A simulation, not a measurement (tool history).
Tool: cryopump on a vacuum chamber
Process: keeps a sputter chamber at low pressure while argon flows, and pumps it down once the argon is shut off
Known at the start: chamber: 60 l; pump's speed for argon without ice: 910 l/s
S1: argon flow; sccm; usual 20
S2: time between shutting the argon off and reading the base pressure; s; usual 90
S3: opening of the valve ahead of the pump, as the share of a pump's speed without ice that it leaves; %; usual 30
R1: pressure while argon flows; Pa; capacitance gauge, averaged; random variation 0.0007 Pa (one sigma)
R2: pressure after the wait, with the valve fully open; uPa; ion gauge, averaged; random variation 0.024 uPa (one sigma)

run 1 hour=0.0 | S1=20 S2=90 S3=30 | R1=0.1322 R2=1.13
run 2 hour=16.3 | S1=20 S2=90 S3=30 | R1=0.1334 R2=1.18
run 3 hour=45.7 | S1=20 S2=90 S3=23 | R1=0.1707 R2=1.25
run 4 hour=68.1 | S1=20 S2=90 S3=23 | R1=0.1712 R2=1.30
run 5 hour=86.8 | S1=20 S2=90 S3=23 | R1=0.1706 R2=1.31
run 6 hour=116.4 | S1=20 S2=90 S3=23 | R1=0.1731 R2=1.31
run 7 hour=147.0 | S1=10 S2=90 S3=23 | R1=0.0867 R2=1.39
run 8 hour=167.0 | S1=20 S2=285 S3=30 | R1=0.1349 R2=1.03
run 9 hour=182.4 | S1=20 S2=285 S3=30 | R1=0.1348 R2=1.06
run 10 hour=214.4 | S1=20 S2=26 S3=30 | R1=0.1350 R2=2.71
run 11 hour=233.1 | S1=20 S2=26 S3=30 | R1=0.1362 R2=2.64
run 12 hour=266.2 | S1=20 S2=26 S3=30 | R1=0.1360 R2=2.79
run 13 hour=289.0 | S1=20 S2=26 S3=30 | R1=0.1364 R2=2.83
run 14 hour=304.0 | S1=9 S2=97 S3=27 | R1=0.0678 R2=1.55
run 15 hour=334.6 | S1=29 S2=21 S3=26 | R1=0.2261 R2=3.27
run 16 hour=350.4 | S1=16 S2=26 S3=30 | R1=0.1099 R2=2.88
run 17 hour=373.6 | S1=16 S2=26 S3=30 | R1=0.1112 R2=3.00
run 18 hour=392.2 | S1=20 S2=90 S3=38 | R1=0.1121 R2=1.74
-- hour=401.1 pump warmed up, emptied and cooled again
run 19 hour=413.3 | S1=30 S2=146 S3=45 | R1=0.1235 R2=1.20

3 ways to go on from here, each from the tool as it stands after run 19. What would each give?
run A hour=428.2 | S1=30 S2=214 S3=31 | R1=? R2=?
run B hour=428.2 | S1=20 S2=90 S3=51 | R1=? R2=?
run C hour=428.2 | S1=13 S2=90 S3=22 | R1=? R2=?

run=A R1=0.1820 R2=1.15
run=B R1=0.0729 R2=1.39
run=C R1=0.1101 R2=1.44
Without the tool's hidden state the same runs would have given:
run=A R1=0.1810 R2=0.57
run=B R1=0.0722 R2=0.81
run=C R1=0.1097 R2=0.85

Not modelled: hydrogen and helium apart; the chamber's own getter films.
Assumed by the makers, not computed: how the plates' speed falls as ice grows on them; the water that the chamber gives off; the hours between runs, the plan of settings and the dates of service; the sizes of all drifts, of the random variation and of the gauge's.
